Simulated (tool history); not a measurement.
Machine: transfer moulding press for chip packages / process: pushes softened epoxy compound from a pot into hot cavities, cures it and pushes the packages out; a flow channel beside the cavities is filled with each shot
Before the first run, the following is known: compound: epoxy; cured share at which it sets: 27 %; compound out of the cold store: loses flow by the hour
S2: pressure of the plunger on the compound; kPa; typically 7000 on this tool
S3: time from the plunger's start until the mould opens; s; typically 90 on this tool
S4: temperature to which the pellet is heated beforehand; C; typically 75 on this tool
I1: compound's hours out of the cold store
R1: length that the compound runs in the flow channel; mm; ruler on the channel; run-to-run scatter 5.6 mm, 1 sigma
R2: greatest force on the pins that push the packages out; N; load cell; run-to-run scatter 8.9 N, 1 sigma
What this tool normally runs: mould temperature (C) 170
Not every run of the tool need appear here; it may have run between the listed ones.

run 1 hour=0.0 | mould_temperature_(C)=170 S2=7000 S3=90 S4=75 | I1=26.2 | R1=843 R2=390
run 2 hour=9.5 | mould_temperature_(C)=170 S2=7000 S3=90 S4=76 | I1=12.0 | R1=895 R2=558
run 3 hour=16.0 | mould_temperature_(C)=170 S2=8180 S3=90 S4=76 | I1=18.2 | R1=947 R2=583
run 4 hour=26.9 | mould_temperature_(C)=170 S2=8180 S3=90 S4=76 | I1=18.4 | R1=946 R2=687
run 5 hour=37.6 | mould_temperature_(C)=170 S2=8180 S3=90 S4=76 | I1=32.3 | R1=878 R2=720
run 6 hour=42.3 | mould_temperature_(C)=170 S2=8180 S3=94 S4=76 | I1=25.5 | R1=902 R2=710
run 7 hour=47.8 | mould_temperature_(C)=169 S2=8180 S3=94 S4=76 | I1=36.8 | R1=866 R2=757
-- hour=55.1 cavities cleaned with cleaning compound and waxed
run 8 hour=60.6 | mould_temperature_(C)=170 S2=7000 S3=90 S4=75 | I1=24.5 | R1=838 R2=496
run 9 hour=72.0 | mould_temperature_(C)=170 S2=7000 S3=90 S4=75 | I1=20.8 | R1=850 R2=631
run 10 hour=77.5 | mould_temperature_(C)=170 S2=7000 S3=90 S4=70 | I1=14.2 | R1=869 R2=675
run 11 hour=82.8 | mould_temperature_(C)=170 S2=6170 S3=90 S4=70 | I1=47.6 | R1=702 R2=674
run 12 hour=88.6 | mould_temperature_(C)=170 S2=6170 S3=90 S4=70 | I1=34.6 | R1=741 R2=714
run 13 hour=97.3 | mould_temperature_(C)=170 S2=7570 S3=121 S4=75 | I1=20.6 | R1=880 R2=668
run 14 hour=103.4 | mould_temperature_(C)=177 S2=7000 S3=92 S4=75 | I1=21.2 | R1=823 R2=715
-- hour=110.9 cavities cleaned with cleaning compound and waxed
run 15 hour=116.1 | mould_temperature_(C)=177 S2=7000 S3=92 S4=75 | I1=13.3 | R1=846 R2=420
run 16 hour=126.4 | mould_temperature_(C)=169 S2=5370 S3=78 S4=66 | I1=13.8 | R1=755 R2=812
run 17 hour=134.8 | mould_temperature_(C)=170 S2=7000 S3=90 S4=66 | I1=23.3 | R1=831 R2=661
run 18 hour=143.0 | mould_temperature_(C)=170 S2=7000 S3=90 S4=66 | I1=18.3 | R1=854 R2=704
run 19 hour=151.6 | mould_temperature_(C)=170 S2=7000 S3=90 S4=66 | I1=35.5 | R1=779 R2=716
-- hour=157.0 plunger's sealing rings changed
run 20 hour=164.2 | mould_temperature_(C)=175 S2=5520 S3=90 S4=74 | I1=27.3 | R1=756 R2=727
-- hour=168.8 cavities cleaned with cleaning compound and waxed
run 21 hour=171.6 | mould_temperature_(C)=175 S2=5520 S3=90 S4=74 | I1=17.9 | R1=784 R2=413
run 22 hour=180.8 | mould_temperature_(C)=175 S2=5520 S3=90 S4=74 | I1=29.4 | R1=747 R2=510
run 23 hour=189.7 | mould_temperature_(C)=170 S2=7000 S3=90 S4=78 | I1=32.4 | R1=840 R2=635

Here are 3 independent what-if runs from the current tool condition. What would each one return?
run A hour=201.2 | mould_temperature_(C)=170 S2=7700 S3=124 S4=75 | I1=18.3 | R1=? R2=?
run B hour=201.2 | mould_temperature_(C)=170 S2=5340 S3=104 S4=72 | I1=32.0 | R1=? R2=?
run C hour=201.2 | mould_temperature_(C)=170 S2=7000 S3=90 S4=66 | I1=23.6 | R1=? R2=?

run=A R1=941 R2=637
run=B R1=730 R2=668
run=C R1=868 R2=739
Take away the tool's hidden state, keep each run's random variation, and the runs would have read:
run=A R1=954 R2=347
run=B R1=740 R2=363
run=C R1=879 R2=404
